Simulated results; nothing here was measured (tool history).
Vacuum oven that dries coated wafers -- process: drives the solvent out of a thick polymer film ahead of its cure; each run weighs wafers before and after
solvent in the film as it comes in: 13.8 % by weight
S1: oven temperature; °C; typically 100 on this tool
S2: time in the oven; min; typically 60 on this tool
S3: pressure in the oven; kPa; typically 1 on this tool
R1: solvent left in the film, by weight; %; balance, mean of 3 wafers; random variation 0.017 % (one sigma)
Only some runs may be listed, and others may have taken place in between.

run    day   S1  S2    S3    R1
  1      0  100  60     1  3.17
  2  0.792  100  60     1  3.15
  3  1.683  100  60     1  3.16
  4  2.183  100  49     1  3.91
  5  2.688  100  49     1  3.92
  6  3.188  100  49     1  3.92
  7  3.629   97  72     1  3.19
  8  4.396   97  72   0.8  3.05
  9  5.279   86  50  0.85  6.99

Expected results for the next run?
 10  5.808  86  50  0.85   ?

{"run 10": {"R1": 6.94}}
Had the tool carried no hidden state, the very same run would have given R1 7.28 %.

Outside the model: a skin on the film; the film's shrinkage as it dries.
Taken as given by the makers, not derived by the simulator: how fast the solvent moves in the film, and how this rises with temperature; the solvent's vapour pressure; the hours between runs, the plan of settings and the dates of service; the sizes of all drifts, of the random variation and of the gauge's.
